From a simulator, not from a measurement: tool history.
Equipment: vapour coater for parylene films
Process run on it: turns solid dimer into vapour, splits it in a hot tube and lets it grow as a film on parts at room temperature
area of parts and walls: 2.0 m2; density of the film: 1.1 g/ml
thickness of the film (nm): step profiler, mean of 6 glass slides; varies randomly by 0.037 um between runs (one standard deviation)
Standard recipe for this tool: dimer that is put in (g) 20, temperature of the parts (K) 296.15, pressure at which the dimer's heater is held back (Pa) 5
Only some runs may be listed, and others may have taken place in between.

run,hour,dimer that is put in (g),temperature of the parts (K),pressure at which the dimer's heater is held back (Pa),thickness of the film (nm)
1,0,20,296.15,5,6360
2,30,20,296.15,5,6310
3,62,20,296.15,5,6260
4,93.8,20,296.15,5,6210
5,142.3,20,296.15,5,6090
6,165.5,20,296.15,5,6090
7,209.4,20,299.15,5,5720
8,248.2,20,301.15,5,5350
# hour 269.6: trap's valve overhauled
9,284.8,20,301.15,5,5260
10,328.7,20,299.15,5,5490
# hour 347.1: trap's valve overhauled, once more
11,368.8,20,299.15,5,5880
12,391.4,20,299.15,5,5840
13,412,20,296.15,5,6210
14,459.5,20,290.15,5,6910
15,500.1,20,290.15,5,6930
16,549.3,20,290.15,5,6730
17,583.8,20,290.15,5,6660
# hour 618.8: trap's valve overhauled
18,620.2,20,290.15,5,7200
19,670.6,20,290.15,5,7090
20,715.7,20,290.15,8.35,6280
21,758.5,20,290.15,8.35,6270
22,806.2,20,290.15,8.35,6230
23,841.1,20,290.15,8.35,6190
24,870.6,20,296.15,5.23,5870
# hour 888.7: trap's valve overhauled
25,904.5,32,291.15,10.11,9860
26,927.7,32,291.15,10.11,9770
27,958.1,32,291.15,10.11,9620
28,1007.1,17,299.15,4.32,5060
29,1050.2,20,299.15,5,5810
30,1077,13,294.15,5,4130
31,1113.4,11,298.15,2.26,3690
32,1151.1,33,299.15,2.26,10770
# hour 1159.1: trap's valve overhauled
33,1176.6,33,293.15,4.42,11320
# hour 1199.6: table's thermometer calibrated
34,1206,33,293.15,4.42,11150
35,1250.7,33,292.15,11.08,9440
36,1272.1,34,290.15,10.99,10170
37,1295,22,295.15,7.02,6410
38,1324.4,22,295.15,7.02,6390
39,1357.1,20,296.15,8.72,5430
40,1404.9,20,296.15,2.46,6780
# hour 1431.3: trap's valve overhauled
41,1453.2,25,294.15,2.46,9400
42,1475.8,13,295.15,8.61,3760
43,1514.9,20,296.15,3.89,6500
44,1558.7,35,307.15,4.55,8720
45,1599.1,8,307.15,4.26,2000
46,1627.1,25,288.15,2.41,10220
47,1666,25,288.15,2.41,9990

Consider 4 possible next runs. They are alternatives, not a sequence: every one starts from the tool as it was left by run 47. What does each give?
A,1694.6,25,295.15,11.88,?
B,1694.6,12,305.15,2.09,?
C,1694.6,12,288.15,2.41,?
D,1694.6,30,288.15,6.6,?

run,thickness of the film (nm)
A,6410
B,3490
C,4780
D,9940
Stripped of hidden state, with their random variation kept, the same runs would have yielded:
run,thickness of the film (nm)
A,6860
B,3740
C,5120
D,10640

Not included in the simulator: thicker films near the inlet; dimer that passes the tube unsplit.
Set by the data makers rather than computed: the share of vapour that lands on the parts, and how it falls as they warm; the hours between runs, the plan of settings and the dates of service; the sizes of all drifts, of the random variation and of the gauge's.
